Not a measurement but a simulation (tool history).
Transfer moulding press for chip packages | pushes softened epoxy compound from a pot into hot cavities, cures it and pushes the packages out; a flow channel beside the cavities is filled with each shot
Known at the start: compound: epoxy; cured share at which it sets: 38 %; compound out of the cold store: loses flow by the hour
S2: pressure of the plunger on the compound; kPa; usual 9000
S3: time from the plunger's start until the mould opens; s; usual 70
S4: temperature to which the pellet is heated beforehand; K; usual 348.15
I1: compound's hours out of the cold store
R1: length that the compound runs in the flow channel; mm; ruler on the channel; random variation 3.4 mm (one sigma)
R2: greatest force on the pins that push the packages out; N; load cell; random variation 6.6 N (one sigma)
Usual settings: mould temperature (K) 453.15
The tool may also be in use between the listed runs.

Run 1, hour 0: usual settings; I1 28.8. Result: R1 661 mm, R2 315 N.
Run 2, hour 6.8: usual settings; I1 13.7. Result: R1 703 mm, R2 413 N.
Run 3, hour 19.7: usual settings; I1 36.4. Result: R1 648 mm, R2 465 N.
At hour 30.8: cavities cleaned with cleaning compound and waxed.
Run 4, hour 30.9: usual settings; I1 9.4. Result: R1 711 mm, R2 284 N.
Run 5, hour 46: usual settings; I1 23.7. Result: R1 680 mm, R2 436 N.
Run 6, hour 54.9: usual settings; I1 25.7. Result: R1 677 mm, R2 504 N.
At hour 64.6: cavities cleaned with cleaning compound and waxed.
Run 7, hour 65.9: usual settings; I1 36.9. Result: R1 644 mm, R2 291 N.
Run 8, hour 80.4: usual settings; I1 22.4. Result: R1 678 mm, R2 434 N.
Run 9, hour 91.7: usual settings but S4 357.15 K; I1 30.8. Result: R1 662 mm, R2 509 N.
At hour 97.9: cavities cleaned with cleaning compound and waxed.
Run 10, hour 105.3: usual settings but S4 357.15 K; I1 34. Result: R1 652 mm, R2 367 N.
Run 11, hour 119.6: usual settings but S4 357.15 K; I1 24.3. Result: R1 669 mm, R2 503 N.
At hour 131.8: cavities cleaned with cleaning compound and waxed.
Run 12, hour 134.1: usual settings but S4 340.15 K; I1 34.1. Result: R1 642 mm, R2 305 N.
Run 13, hour 148.7: usual settings but S4 340.15 K; I1 17.1. Result: R1 685 mm, R2 474 N.

Forecast run 14:
At hour 164.8: cavities cleaned with cleaning compound and waxed.
Run 14, hour 166: usual settings but mould temperature (K) 445.15, S2 8540 kPa, S3 72 s, S4 340.15 K; I1 39. Result: R1 ?, R2 ?.

{"run 14": {"R1": 627, "R2": 429}}
Without the tool's hidden state the same run would have given R1 646 mm, R2 400 N.

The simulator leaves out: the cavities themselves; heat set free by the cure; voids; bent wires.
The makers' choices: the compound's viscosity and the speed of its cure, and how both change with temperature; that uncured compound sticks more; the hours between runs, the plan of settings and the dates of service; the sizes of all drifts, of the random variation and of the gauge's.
